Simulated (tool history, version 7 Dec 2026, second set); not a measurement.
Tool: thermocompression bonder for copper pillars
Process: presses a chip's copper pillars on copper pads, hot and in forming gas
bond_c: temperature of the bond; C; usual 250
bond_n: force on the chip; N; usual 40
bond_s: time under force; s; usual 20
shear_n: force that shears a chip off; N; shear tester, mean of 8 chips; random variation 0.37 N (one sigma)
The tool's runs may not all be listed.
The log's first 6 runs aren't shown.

run   hour  bond_c  bond_n  bond_s  shear_n
  7  164.1     250      40      45     77.2
  8  192.8     250      40      55     80.8
  9  216.2     250      40      55     80.9
 10  253.4     250      40      55     80.7
 11  277.6     250      40      20     60.4
 12  304.5     250      40      20     60.0
 13  345.8     250      40      20     59.7
 14  385.9     250      40      20     60.8
     390.4  -- heater calibrated with a thermocouple chip
 15  408.4     250      40      20     59.3
 16  436.6     250      40      20     59.4
 17  480.5     250      40      20     60.2
 18  499.2     250      40      20     60.1
 19  528.4     250      40      20     59.7
 20  560.1     250      40      20     60.5
 21  602.8     232      40      29     50.3
 22  638.5     232      40      29     50.1
 23  675.4     235      40      27     51.3
 24  694.9     235      40      27     51.5
 25  735.7     250      40      37     72.2
 26  773.8     250      34      13     46.0
     786.2  -- force cell calibrated
 27  809.7     250      34      24     57.3
 28  840.9     250      34      37     67.0
 29  877.6     250      34      37     66.6
 30  905.9     266      54      17     83.9

5 ways to go on from here, each from the tool as it stands after run 30. What would each give?
  A  946.9     277      35      30        ?
  B  946.9     266      25      31        ?
  C  946.9     266      54      21        ?
  D  946.9     266      54      11        ?
  E  946.9     259      39      28        ?

run  shear_n
  A     87.1
  B     64.6
  C     87.5
  D     75.0
  E     74.1
Without the tool's hidden state the same runs would have given:
run  shear_n
  A     87.2
  B     64.7
  C     87.6
  D     75.0
  E     74.2

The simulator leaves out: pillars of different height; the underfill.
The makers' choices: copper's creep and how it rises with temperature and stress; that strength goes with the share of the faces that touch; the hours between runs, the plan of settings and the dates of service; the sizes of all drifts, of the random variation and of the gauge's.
